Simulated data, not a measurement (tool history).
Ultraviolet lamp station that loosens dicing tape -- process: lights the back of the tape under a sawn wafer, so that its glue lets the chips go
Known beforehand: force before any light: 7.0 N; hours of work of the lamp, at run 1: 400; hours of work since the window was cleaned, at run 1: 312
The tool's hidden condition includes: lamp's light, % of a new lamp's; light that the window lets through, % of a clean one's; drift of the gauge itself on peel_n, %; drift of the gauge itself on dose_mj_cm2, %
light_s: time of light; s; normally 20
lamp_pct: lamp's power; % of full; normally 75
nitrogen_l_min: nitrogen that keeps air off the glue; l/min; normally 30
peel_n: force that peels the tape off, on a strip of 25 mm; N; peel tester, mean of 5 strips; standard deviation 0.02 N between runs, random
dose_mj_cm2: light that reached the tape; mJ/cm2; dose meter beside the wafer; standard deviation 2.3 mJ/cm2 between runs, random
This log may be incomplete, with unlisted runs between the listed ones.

| run | day | light_s | lamp_pct | nitrogen_l_min | hours of work of the lamp | hours of work since the window was cleaned | peel_n | dose_mj_cm2 |
|---|---|---|---|---|---|---|---|---|
| 1 | 0 | 20 | 75 | 30 | 400 | 312 | 0.954 | 238 |
| 2 | 1.8 | 20 | 75 | 44 | 427 | 339 | 0.852 | 235 |
| 3 | 3.867 | 20 | 75 | 53 | 459 | 371 | 0.789 | 234 |
| 4 | 6.888 | 20 | 75 | 53 | 504 | 416 | 0.807 | 236 |
| 5 | 9.733 | 20 | 75 | 53 | 547 | 459 | 0.793 | 236 |
|  | 10.638 | window cleaned of glue's vapour |
| 6 | 13.129 | 20 | 75 | 53 | 598 | 38 | 0.786 | 233 |
| 7 | 16.604 | 20 | 75 | 53 | 651 | 90 | 0.803 | 239 |
| 8 | 20.15 | 20 | 75 | 53 | 705 | 144 | 0.822 | 240 |
| 9 | 23.425 | 20 | 75 | 53 | 754 | 193 | 0.858 | 239 |
|  | 25.992 | lamp changed |
| 10 | 26.867 | 20 | 75 | 53 | 13 | 245 | 0.822 | 235 |
| 11 | 30.612 | 20 | 86 | 30 | 70 | 302 | 0.755 | 268 |
| 12 | 33.508 | 20 | 86 | 30 | 114 | 345 | 0.743 | 272 |
| 13 | 35.288 | 14 | 73 | 26 | 141 | 372 | 1.815 | 163 |
| 14 | 37.525 | 20 | 77 | 58 | 174 | 406 | 0.742 | 244 |
| 15 | 39.1 | 13 | 81 | 10 | 198 | 430 | 2.369 | 166 |

Below are 3 alternative next runs, each starting from the tool's condition after run 15. Predict each:
| A | 40.808 | 36 | 95 | 9 | 224 | 456 | ? | ? |
| B | 40.808 | 21 | 75 | 51 | 224 | 456 | ? | ? |
| C | 40.808 | 20 | 85 | 30 | 224 | 456 | ? | ? |

| run | peel_n | dose_mj_cm2 |
|---|---|---|
| A | 0.306 | 538 |
| B | 0.737 | 248 |
| C | 0.769 | 271 |
With no hidden state in the tool, these same runs would have given:
| run | peel_n | dose_mj_cm2 |
|---|---|---|
| A | 0.305 | 539 |
| B | 0.734 | 249 |
| C | 0.766 | 271 |

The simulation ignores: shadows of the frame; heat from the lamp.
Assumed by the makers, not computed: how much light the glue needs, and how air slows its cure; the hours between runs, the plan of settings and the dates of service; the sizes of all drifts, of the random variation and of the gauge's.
